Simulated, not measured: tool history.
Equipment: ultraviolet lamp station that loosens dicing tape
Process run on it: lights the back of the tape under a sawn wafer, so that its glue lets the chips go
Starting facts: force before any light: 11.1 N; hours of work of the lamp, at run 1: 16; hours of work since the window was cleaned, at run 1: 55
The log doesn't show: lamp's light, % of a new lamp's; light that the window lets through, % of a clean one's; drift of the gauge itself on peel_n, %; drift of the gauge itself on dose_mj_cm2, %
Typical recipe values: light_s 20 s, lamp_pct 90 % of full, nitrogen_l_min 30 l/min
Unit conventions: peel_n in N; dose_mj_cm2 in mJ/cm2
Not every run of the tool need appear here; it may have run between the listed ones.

run    day  light_s  lamp_pct  nitrogen_l_min  hours of work of the lamp  hours of work since the window was cleaned  peel_n  dose_mj_cm2
  1  0.000       20        90              30                         16                                          55   0.224          486
  2  0.667       20        90              30                         26                                          65   0.218          487
  3  1.246       20        90              30                         35                                          74   0.235          481
  4  2.079       20        90              30                         48                                          87   0.231          476
  5  2.725       20        90              30                         57                                          96   0.233          474
  6  3.225       20        90              30                         65                                         104   0.239          472
  7  3.638       20        90              30                         71                                         110   0.251          473
  8  4.417       20        90              30                         83                                         122   0.245          469
  9  5.050       20        90              30                         92                                         131   0.242          466
 10  5.733       20        90              30                        103                                         142   0.242          465
 11  6.462       20        90              30                        113                                         153   0.248          464
 12  7.333       20        90              30                        127                                         166   0.254          465
 13  7.717       20        90              30                        132                                         171   0.262          460
 14  8.121       14        76              15                        138                                         177   1.812          270
     8.208  -- window cleaned of glue's vapour
 15  8.825       20        67              21                        149                                           9   0.869          338
 16  9.342       20        77              55                        156                                          17   0.242          385

For run 17, what comes out?
 17  10.121       13        67              18                        168                                          29       ?            ?

peel_n: 2.330 N
dose_mj_cm2: 216 mJ/cm2
Take away the tool's hidden state, keep the run-to-run variation as it was, and the same run would have given peel_n 2.029 N, dose_mj_cm2 236 mJ/cm2.

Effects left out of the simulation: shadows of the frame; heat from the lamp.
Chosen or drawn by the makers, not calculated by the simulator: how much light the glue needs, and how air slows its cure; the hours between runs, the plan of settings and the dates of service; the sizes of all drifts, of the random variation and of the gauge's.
